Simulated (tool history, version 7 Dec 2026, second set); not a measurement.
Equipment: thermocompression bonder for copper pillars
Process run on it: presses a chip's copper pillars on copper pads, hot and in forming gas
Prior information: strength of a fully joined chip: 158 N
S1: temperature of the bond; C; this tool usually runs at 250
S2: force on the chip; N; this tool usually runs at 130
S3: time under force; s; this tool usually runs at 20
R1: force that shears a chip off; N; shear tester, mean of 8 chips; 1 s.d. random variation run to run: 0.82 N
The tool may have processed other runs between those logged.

Run 1, hour 0: usual settings. Result: R1 91.1 N.
At hour 11: forming gas filter changed.
Run 2, hour 41.5: usual settings. Result: R1 93.8 N.
Run 3, hour 61.9: usual settings but S2 190 N. Result: R1 122.4 N.
Run 4, hour 100.3: usual settings. Result: R1 91.8 N.
Run 5, hour 144: usual settings. Result: R1 92.1 N.
Run 6, hour 170.1: usual settings but S2 85 N. Result: R1 61.4 N.
Run 7, hour 204.1: usual settings but S2 135 N. Result: R1 93.3 N.
Run 8, hour 238.5: usual settings but S2 135 N. Result: R1 94.2 N.
Run 9, hour 260.3: usual settings but S2 135 N. Result: R1 92.5 N.
Run 10, hour 298.8: usual settings. Result: R1 90.3 N.
Run 11, hour 332.9: usual settings. Result: R1 88 N.
Run 12, hour 375.1: usual settings but S1 263 C. Result: R1 99.4 N.
Run 13, hour 402.6: usual settings but S2 180 N. Result: R1 114 N.
Run 14, hour 431.1: usual settings but S2 92 N. Result: R1 62.5 N.
Run 15, hour 467.5: usual settings but S2 92 N. Result: R1 63.4 N.
At hour 471.7: force cell calibrated.
Run 16, hour 501.3: usual settings but S3 48 s. Result: R1 111 N.
Run 17, hour 539: usual settings but S3 48 s. Result: R1 110.4 N.
At hour 550.2: force cell calibrated, once more.
Run 18, hour 561.4: usual settings but S3 48 s. Result: R1 114.6 N.
At hour 579.3: heater calibrated with a thermocouple chip.
Run 19, hour 598.9: usual settings but S3 48 s. Result: R1 117.8 N.
Run 20, hour 634.3: usual settings but S2 131 N, S3 36 s. Result: R1 113.4 N.
Run 21, hour 659.4: usual settings but S1 238 C, S2 99 N, S3 46 s. Result: R1 86.3 N.
Run 22, hour 690.1: usual settings but S1 252 C, S3 11 s. Result: R1 79.4 N.
At hour 705: forming gas filter changed.
Run 23, hour 724.5: usual settings but S1 244 C, S2 136 N. Result: R1 93.9 N.
Run 24, hour 751.7: usual settings but S1 258 C, S2 89 N, S3 41 s. Result: R1 94.2 N.
Run 25, hour 770.9: usual settings but S1 227 C, S2 98 N, S3 14 s. Result: R1 49.4 N.
Run 26, hour 802.4: usual settings but S1 249 C, S2 92 N, S3 59 s. Result: R1 97.6 N.
Run 27, hour 831.3: usual settings but S1 249 C, S2 92 N, S3 59 s. Result: R1 98.3 N.
Run 28, hour 853.2: usual settings but S1 249 C, S2 92 N, S3 59 s. Result: R1 97.3 N.
Run 29, hour 873.7: usual settings but S1 233 C, S2 183 N, S3 31 s. Result: R1 115.5 N.

Forecast run 30:
Run 30, hour 916.7: usual settings but S1 229 C, S3 27 s. Result: R1 ?.

{"run 30": {"R1": 83.5}}
Without the tool's hidden state the same run would have given R1 88.2 N.

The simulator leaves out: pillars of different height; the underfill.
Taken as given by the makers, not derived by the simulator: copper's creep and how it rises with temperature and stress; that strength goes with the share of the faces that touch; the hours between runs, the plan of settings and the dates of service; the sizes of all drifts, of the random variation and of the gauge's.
